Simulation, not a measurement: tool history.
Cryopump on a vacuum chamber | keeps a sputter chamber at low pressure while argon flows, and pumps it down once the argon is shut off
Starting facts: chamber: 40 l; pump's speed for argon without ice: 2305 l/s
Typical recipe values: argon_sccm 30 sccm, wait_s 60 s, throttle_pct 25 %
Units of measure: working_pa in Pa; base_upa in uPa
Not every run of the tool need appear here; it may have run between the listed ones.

| run | hour | argon_sccm | wait_s | throttle_pct | working_pa | base_upa |
|---|---|---|---|---|---|---|
| 1 | 0 | 30 | 60 | 25 | 0.0909 | 0.71 |
| 2 | 42 | 30 | 60 | 24 | 0.0947 | 0.72 |
| 3 | 113 | 30 | 60 | 24 | 0.0957 | 0.74 |
| 4 | 144.1 | 30 | 271 | 25 | 0.0915 | 0.46 |
| 5 | 216.1 | 30 | 60 | 25 | 0.0932 | 0.83 |
| 6 | 279.1 | 30 | 60 | 25 | 0.0938 | 0.75 |
| 7 | 329 | 30 | 60 | 25 | 0.0936 | 0.81 |
| 8 | 401.7 | 53 | 60 | 25 | 0.168 | 0.81 |
| 9 | 469.3 | 53 | 60 | 25 | 0.1563 | 0.76 |
| 10 | 501.6 | 53 | 60 | 25 | 0.1581 | 0.8 |
| 11 | 551.3 | 53 | 60 | 25 | 0.1574 | 0.75 |
| 12 | 595.8 | 53 | 60 | 25 | 0.1589 | 0.81 |
| 13 | 669.3 | 57 | 60 | 25 | 0.1696 | 0.82 |
| 14 | 707.7 | 57 | 60 | 25 | 0.1714 | 0.84 |
| 15 | 775.5 | 32 | 183 | 21 | 0.116 | 0.6 |
| 16 | 827.3 | 19 | 161 | 25 | 0.0578 | 0.64 |
| 17 | 891.7 | 15 | 292 | 28 | 0.0406 | 0.61 |
| 18 | 963.2 | 30 | 23 | 25 | 0.0926 | 1.55 |
| 19 | 1027.5 | 43 | 60 | 29 | 0.116 | 0.95 |
| 20 | 1057.2 | 31 | 201 | 21 | 0.1142 | 0.71 |
| 21 | 1090.7 | 30 | 60 | 23 | 0.1009 | 0.95 |
| 22 | 1163.9 | 30 | 56 | 26 | 0.0922 | 1.07 |
| 23 | 1212.6 | 23 | 87 | 26 | 0.0652 | 0.74 |
| 24 | 1247.1 | 35 | 42 | 26 | 0.1011 | 1.09 |
| 25 | 1318.2 | 35 | 42 | 26 | 0.0995 | 1.1 |
| 26 | 1363.8 | 22 | 262 | 20 | 0.0816 | 0.71 |

Withheld: 2 entries from between the runs. Position of each, and hidden state at the listed run before versus the listed run after:
Between runs 8 and 9: pump warmed up, emptied and cooled again (hour 415.1)
  pump's speed, % of a pump's without ice: 79.4 -> 98.2; cold plate's temperature, K: 12.76 -> 12.78; leak into the chamber, uPa l/s: 807 -> 836
  measured minus no-state result, working_pa: +0.011 -> +0.0014 Pa; base_upa: +0.32 -> +0.24 uPa
Between runs 22 and 23: pump warmed up, emptied and cooled again (hour 1177.9)
  pump's speed, % of a pump's without ice: 79.7 -> 98.2; cold plate's temperature, K: 12.98 -> 12.99; leak into the chamber, uPa l/s: 1157 -> 1177
  measured minus no-state result, working_pa: +0.0062 -> +0.0007 Pa; base_upa: +0.51 -> +0.39 uPa
